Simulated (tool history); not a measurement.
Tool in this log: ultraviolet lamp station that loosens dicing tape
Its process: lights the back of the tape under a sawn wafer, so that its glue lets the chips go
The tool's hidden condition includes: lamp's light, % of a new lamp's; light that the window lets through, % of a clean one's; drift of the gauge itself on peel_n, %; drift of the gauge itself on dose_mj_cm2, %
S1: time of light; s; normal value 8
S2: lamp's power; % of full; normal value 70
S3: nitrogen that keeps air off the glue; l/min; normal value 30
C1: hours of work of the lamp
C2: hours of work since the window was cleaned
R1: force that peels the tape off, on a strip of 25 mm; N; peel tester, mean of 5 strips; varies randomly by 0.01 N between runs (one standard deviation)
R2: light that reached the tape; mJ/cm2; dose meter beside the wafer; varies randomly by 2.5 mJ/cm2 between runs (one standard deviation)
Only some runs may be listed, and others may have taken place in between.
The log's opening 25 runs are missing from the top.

run 26 hour=703.2 | S1=5 S2=70 S3=11 | C1=684 C2=227 | R1=3.096 R2=133
run 27 hour=727.9 | S1=5 S2=70 S3=11 | C1=703 C2=246 | R1=3.216 R2=131
run 28 hour=765.0 | S1=5 S2=70 S3=11 | C1=732 C2=275 | R1=3.296 R2=125
run 29 hour=787.1 | S1=14 S2=83 S3=32 | C1=750 C2=292 | R1=0.211 R2=415
run 30 hour=823.1 | S1=7 S2=70 S3=38 | C1=778 C2=320 | R1=1.089 R2=174
run 31 hour=841.3 | S1=6 S2=62 S3=10 | C1=792 C2=335 | R1=3.371 R2=130
-- hour=845.2 window cleaned of glue's vapour
run 32 hour=879.6 | S1=6 S2=76 S3=18 | C1=821 C2=27 | R1=1.716 R2=180
run 33 hour=905.9 | S1=8 S2=71 S3=24 | C1=842 C2=47 | R1=0.973 R2=220
run 34 hour=939.1 | S1=8 S2=71 S3=24 | C1=868 C2=73 | R1=1.008 R2=215
run 35 hour=965.4 | S1=7 S2=78 S3=52 | C1=888 C2=94 | R1=0.604 R2=205
run 36 hour=1002.8 | S1=6 S2=70 S3=30 | C1=918 C2=123 | R1=1.473 R2=156
run 37 hour=1028.9 | S1=6 S2=70 S3=30 | C1=938 C2=143 | R1=1.590 R2=150
run 38 hour=1046.4 | S1=5 S2=65 S3=31 | C1=952 C2=157 | R1=2.219 R2=116
run 39 hour=1063.8 | S1=16 S2=79 S3=20 | C1=965 C2=171 | R1=0.249 R2=446
run 40 hour=1084.8 | S1=5 S2=77 S3=20 | C1=982 C2=187 | R1=2.371 R2=133
run 41 hour=1103.7 | S1=9 S2=74 S3=30 | C1=996 C2=202 | R1=0.725 R2=230
run 42 hour=1141.4 | S1=7 S2=90 S3=50 | C1=1026 C2=231 | R1=0.588 R2=210

5 ways to go on from here, each from the tool as it stands after run 42. What would each give?
run A hour=1174.2 | S1=7 S2=60 S3=50 | C1=1051 C2=257 | R1=? R2=?
run B hour=1174.2 | S1=7 S2=61 S3=20 | C1=1051 C2=257 | R1=? R2=?
run C hour=1174.2 | S1=7 S2=67 S3=9 | C1=1051 C2=257 | R1=? R2=?
run D hour=1174.2 | S1=7 S2=62 S3=50 | C1=1051 C2=257 | R1=? R2=?
run E hour=1174.2 | S1=4 S2=92 S3=58 | C1=1051 C2=257 | R1=? R2=?

run=A R1=1.339 R2=140
run=B R1=2.235 R2=141
run=C R1=2.924 R2=157
run=D R1=1.264 R2=141
run=E R1=1.516 R2=119
Had the tool no hidden state, the same runs would have come out as:
run=A R1=0.567 R2=214
run=B R1=1.152 R2=217
run=C R1=1.718 R2=241
run=D R1=0.534 R2=218
run=E R1=0.678 R2=184
